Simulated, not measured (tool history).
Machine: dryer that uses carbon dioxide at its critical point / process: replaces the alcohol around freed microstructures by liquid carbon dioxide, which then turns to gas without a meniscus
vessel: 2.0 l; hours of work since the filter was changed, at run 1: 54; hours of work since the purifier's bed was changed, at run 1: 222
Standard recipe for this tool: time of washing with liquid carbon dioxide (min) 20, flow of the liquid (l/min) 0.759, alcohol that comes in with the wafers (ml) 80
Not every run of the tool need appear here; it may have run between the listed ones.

run,hour,time of washing with liquid carbon dioxide (min),flow of the liquid (l/min),alcohol that comes in with the wafers (ml),hours of work since the filter was changed,hours of work since the purifier's bed was changed,alcohol left in the vessel before it's heated (ppm by volume)
1,0.0,20,0.759,80,54,222,60
2,14.1,20,0.759,91,64,233,61
3,28.7,20,0.759,91,75,244,75
4,45.0,20,0.759,80,88,256,50
5,62.0,20,0.759,47,100,269,46
6,79.4,20,0.759,47,113,282,52
7,95.2,20,0.759,80,125,294,67
8,106.8,20,0.759,80,134,303,78
9,125.5,20,0.759,80,148,317,65
10,141.0,20,0.805,80,160,328,58
11,154.9,20,0.805,80,170,339,57
12,169.9,20,0.805,80,182,350,60
13,183.7,20,0.805,80,192,361,63
14,191.8,20,0.637,116,198,367,227
15,200.9,26,1.268,116,205,374,37
16,220.5,20,0.974,36,220,388,54
17,231.4,15,0.658,80,228,397,510
18,246.1,19,1.031,80,239,408,49
19,263.2,19,1.031,80,252,421,49
20,281.9,23,0.759,98,266,435,69
21,298.7,12,1.102,80,279,447,165
# hour 317.1: inlet filter changed
22,317.1,12,1.102,80,0,461,114

How would selected steps in alcohol left in the vessel before it's heated (ppm by volume) from run to run divide? Give the signed amount a tool lacking its hidden state would still show from settings, what came in and random variation, and the signed amount left for the hidden state, including any gauge scatter that is not in both of the compared results.
What the log doesn't record here: flow that reaches the vessel past the clogged filter, %; alcohol in the recycled carbon dioxide, ppm; drift of the gauge itself on alcohol_ppm, %.
Run 16 -> 17: time of washing with liquid carbon dioxide (min) 20 -> 15, flow of the liquid (l/min) 0.974 -> 0.658, alcohol that comes in with the wafers (ml) 36 -> 80. alcohol left in the vessel before it's heated (ppm by volume) +456: hidden state +132, all else +324.
Run 17 -> 18: time of washing with liquid carbon dioxide (min) 15 -> 19, flow of the liquid (l/min) 0.658 -> 1.031. alcohol left in the vessel before it's heated (ppm by volume) -461: hidden state -129, all else -332.
